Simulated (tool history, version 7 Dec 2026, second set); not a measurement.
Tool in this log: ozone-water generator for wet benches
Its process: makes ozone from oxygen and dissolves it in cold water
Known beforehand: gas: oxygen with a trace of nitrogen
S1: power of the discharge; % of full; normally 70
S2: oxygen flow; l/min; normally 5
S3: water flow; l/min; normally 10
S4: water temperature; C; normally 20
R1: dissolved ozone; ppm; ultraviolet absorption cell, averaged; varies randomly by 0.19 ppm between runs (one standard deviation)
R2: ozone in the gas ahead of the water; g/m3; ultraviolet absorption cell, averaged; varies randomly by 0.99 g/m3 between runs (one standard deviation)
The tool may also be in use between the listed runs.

{"run": 1, "day": 0.0, "S1": 70, "S2": 5, "S3": 10, "S4": 20, "R1": 23.8, "R2": 156.6}
{"run": 2, "day": 5.788, "S1": 44, "S2": 5, "S3": 10, "S4": 20, "R1": 18.4, "R2": 121.4}
{"run": 3, "day": 9.833, "S1": 94, "S2": 5, "S3": 10, "S4": 20, "R1": 27.5, "R2": 182.3}
{"run": 4, "day": 13.938, "S1": 94, "S2": 5, "S3": 10, "S4": 20, "R1": 27.2, "R2": 181.7}
{"run": 5, "day": 16.8, "S1": 70, "S2": 5, "S3": 10, "S4": 20, "R1": 23.5, "R2": 156.7}
{"run": 6, "day": 21.738, "S1": 70, "S2": 5, "S3": 13, "S4": 20, "R1": 19.7, "R2": 155.3}
{"run": 7, "day": 26.829, "S1": 70, "S2": 4.5, "S3": 10, "S4": 20, "R1": 24, "R2": 163}
{"run": 8, "day": 31.333, "S1": 70, "S2": 5, "S3": 10, "S4": 20, "R1": 23.3, "R2": 156.1}
{"run": 9, "day": 34.533, "S1": 70, "S2": 5, "S3": 10, "S4": 20, "R1": 23.2, "R2": 153.7}
{"run": 10, "day": 40.604, "S1": 70, "S2": 5, "S3": 10, "S4": 20, "R1": 23.2, "R2": 154.2}
{"run": 11, "day": 45.933, "S1": 70, "S2": 5, "S3": 10, "S4": 19, "R1": 23.7, "R2": 154.2}
{"run": 12, "day": 51.2, "S1": 41, "S2": 5, "S3": 10, "S4": 20, "R1": 17.5, "R2": 116.7}
{"run": 13, "day": 54.296, "S1": 70, "S2": 4.68, "S3": 10, "S4": 20, "R1": 23.3, "R2": 159.5}
{"run": 14, "day": 57.246, "S1": 70, "S2": 5, "S3": 10, "S4": 20, "R1": 23.3, "R2": 153.9}
{"run": 15, "day": 59.75, "S1": 70, "S2": 5, "S3": 10, "S4": 20, "R1": 23.1, "R2": 152.2}
{"run": 16, "day": 65.733, "S1": 71, "S2": 4.84, "S3": 13, "S4": 12, "R1": 22.1, "R2": 157.4}
{"run": 17, "day": 71.708, "S1": 70, "S2": 2.92, "S3": 10, "S4": 20, "R1": 23.8, "R2": 200.3}
{"run": 18, "day": 77.188, "S1": 70, "S2": 2.92, "S3": 10, "S4": 20, "R1": 23.5, "R2": 200}
{"run": 19, "day": 80.279, "S1": 87, "S2": 5, "S3": 9, "S4": 20, "R1": 27, "R2": 169.5}
{"run": 20, "day": 84.262, "S1": 45, "S2": 3.09, "S3": 7, "S4": 24, "R1": 22.2, "R2": 156.5}
{"run": 21, "day": 87.304, "S1": 45, "S2": 7.57, "S3": 6, "S4": 27, "R1": 17.5, "R2": 98.8}
{"run": 22, "day": 92.05, "S1": 45, "S2": 7.57, "S3": 6, "S4": 27, "R1": 17.3, "R2": 98.9}
{"run": 23, "day": 96.446, "S1": 59, "S2": 5, "S3": 10, "S4": 22, "R1": 19.8, "R2": 139.4}
{"run": 24, "day": 102.538, "S1": 45, "S2": 4.66, "S3": 10, "S4": 24, "R1": 16.5, "R2": 124.7}
{"run": 25, "day": 107.138, "S1": 45, "S2": 4.66, "S3": 10, "S4": 24, "R1": 16.5, "R2": 125.2}
{"run": 26, "day": 112.638, "S1": 45, "S2": 4.66, "S3": 10, "S4": 24, "R1": 16.5, "R2": 124.5}
{"run": 27, "day": 115.317, "S1": 65, "S2": 8.76, "S3": 9, "S4": 22, "R1": 19.6, "R2": 109.5}
{"run": 28, "day": 121.004, "S1": 66, "S2": 2.77, "S3": 7, "S4": 21, "R1": 28.3, "R2": 195.9}
{"run": 29, "day": 124.454, "S1": 81, "S2": 8.9, "S3": 12, "S4": 15, "R1": 21.7, "R2": 121.2}

Below are 3 alternative next runs, each starting from the tool's condition after run 29. Predict each:
{"run": "A", "day": 128.112, "S1": 70, "S2": 5, "S3": 9, "S4": 20, "R1": "?", "R2": "?"}
{"run": "B", "day": 128.112, "S1": 40, "S2": 5, "S3": 7, "S4": 20, "R1": "?", "R2": "?"}
{"run": "C", "day": 128.112, "S1": 62, "S2": 2.55, "S3": 12, "S4": 15, "R1": "?", "R2": "?"}

run=A R1=23.5 R2=147.8
run=B R1=20.5 R2=111.3
run=C R1=19.9 R2=197.3
Had the tool no hidden state, the same runs would have come out as:
run=A R1=27.6 R2=170.2
run=B R1=23 R2=122.9
run=C R1=23.2 R2=225

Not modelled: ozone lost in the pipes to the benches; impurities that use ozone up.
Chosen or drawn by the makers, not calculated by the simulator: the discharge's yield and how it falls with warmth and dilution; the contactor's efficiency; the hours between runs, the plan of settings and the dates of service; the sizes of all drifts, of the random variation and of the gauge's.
